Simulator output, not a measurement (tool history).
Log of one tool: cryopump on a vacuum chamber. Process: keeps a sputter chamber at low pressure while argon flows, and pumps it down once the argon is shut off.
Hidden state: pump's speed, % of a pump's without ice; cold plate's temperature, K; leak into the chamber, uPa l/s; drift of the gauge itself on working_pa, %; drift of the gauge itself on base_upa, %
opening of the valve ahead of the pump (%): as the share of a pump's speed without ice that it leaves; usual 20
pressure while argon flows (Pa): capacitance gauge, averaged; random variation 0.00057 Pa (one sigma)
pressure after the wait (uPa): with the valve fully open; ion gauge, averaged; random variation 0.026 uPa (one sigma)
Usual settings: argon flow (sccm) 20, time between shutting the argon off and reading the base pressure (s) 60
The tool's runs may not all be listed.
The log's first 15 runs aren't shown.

run   hour  argon flow (sccm)  time between shutting the argon off and reading the base pressure (s)  opening of the valve ahead of the pump (%)  hours of work since the pump was warmed up and emptied  hours of work since the cold head was overhauled  hours of work since the chamber's fittings were tightened  pressure while argon flows (Pa)  pressure after the wait (uPa)
 16  513.8                 20                                                                     60                                          31                                                     317                                              1914                                                       1483                           0.0832                           2.01
 17  556.4                 20                                                                     60                                          20                                                     355                                              1952                                                       1521                           0.1258                           1.99
 18  597.5                 17                                                                     29                                          17                                                     391                                              1988                                                       1557                           0.1249                           3.03
 19  643.2                 29                                                                    227                                          39                                                     432                                              2029                                                       1597                           0.0973                           1.41
 20  687.5                 20                                                                     50                                          20                                                     471                                              2068                                                       1637                           0.1273                           2.32
 21  730.3                 20                                                                     50                                          20                                                     509                                              2106                                                       1675                           0.1274                           2.25
     747.3  -- pump warmed up, emptied and cooled again
 22  767.2                 20                                                                     58                                          26                                                      18                                              2134                                                       1703                           0.0956                           2.01
 23  808.2                 20                                                                     58                                          26                                                      54                                              2171                                                       1739                           0.0953                           1.98
 24  845.6                 20                                                                     31                                          19                                                      87                                              2204                                                       1772                           0.1299                           2.75

The next listed run, before its measurement:
 25  878.0                 20                                                                     58                                          56                                                     116                                              2232                                                       1801                                ?                              ?

pressure while argon flows (Pa): 0.0452
pressure after the wait (uPa): 2.04
Without the tool's hidden state the same run would have given pressure while argon flows (Pa) 0.0438, pressure after the wait (uPa) 1.09.
